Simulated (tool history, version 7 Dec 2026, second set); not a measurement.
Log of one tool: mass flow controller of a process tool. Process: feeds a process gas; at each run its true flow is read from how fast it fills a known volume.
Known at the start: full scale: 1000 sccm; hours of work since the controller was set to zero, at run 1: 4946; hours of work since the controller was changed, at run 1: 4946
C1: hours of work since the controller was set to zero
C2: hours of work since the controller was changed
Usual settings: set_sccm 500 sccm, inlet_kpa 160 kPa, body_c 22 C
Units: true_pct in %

{"run": 1, "hour": 0.0, "set_sccm": 500, "inlet_kpa": 160, "body_c": 22, "C1": 4946, "C2": 4946, "true_pct": 99.74}
{"run": 2, "hour": 260.7, "set_sccm": 500, "inlet_kpa": 160, "body_c": 22, "C1": 5121, "C2": 5121, "true_pct": 99.87}
{"hour": 363.7, "done": "controller exchanged for a calibrated one"}
{"run": 3, "hour": 749.0, "set_sccm": 500, "inlet_kpa": 160, "body_c": 22, "C1": 259, "C2": 259, "true_pct": 100.04}
{"run": 4, "hour": 1021.3, "set_sccm": 500, "inlet_kpa": 160, "body_c": 22, "C1": 442, "C2": 442, "true_pct": 100.19}
{"run": 5, "hour": 1314.1, "set_sccm": 256, "inlet_kpa": 160, "body_c": 22, "C1": 640, "C2": 640, "true_pct": 99.97}
{"run": 6, "hour": 1798.6, "set_sccm": 256, "inlet_kpa": 160, "body_c": 22, "C1": 966, "C2": 966, "true_pct": 100.03}
{"run": 7, "hour": 2019.3, "set_sccm": 444, "inlet_kpa": 160, "body_c": 28, "C1": 1114, "C2": 1114, "true_pct": 100.34}
{"run": 8, "hour": 2486.1, "set_sccm": 233, "inlet_kpa": 159, "body_c": 22, "C1": 1428, "C2": 1428, "true_pct": 100.22}
{"run": 9, "hour": 2928.6, "set_sccm": 233, "inlet_kpa": 159, "body_c": 22, "C1": 1726, "C2": 1726, "true_pct": 100.64}
{"run": 10, "hour": 3140.9, "set_sccm": 297, "inlet_kpa": 159, "body_c": 39, "C1": 1869, "C2": 1869, "true_pct": 100.28}
{"run": 11, "hour": 3365.4, "set_sccm": 297, "inlet_kpa": 141, "body_c": 29, "C1": 2020, "C2": 2020, "true_pct": 100.72}

Some steps in true_pct between neighbouring runs. How much of each would the tool show without its hidden state too (settings, what came in, random variation), and how much is left for the hidden state, with any gauge scatter that isn't in both results?
The hidden state here: flow at rest that the sensor doesn't see, % of full scale; true flow over the shown one, %; drift of the gauge itself on true_pct, %.
Run 5 -> 6: no setting changed, nothing entered. true_pct +0.06 %: hidden state +0.16, all else -0.10.
Run 10 -> 11: inlet_kpa 159 -> 141, body_c 39 -> 29. true_pct +0.44 %: hidden state +0.07, all else +0.37.
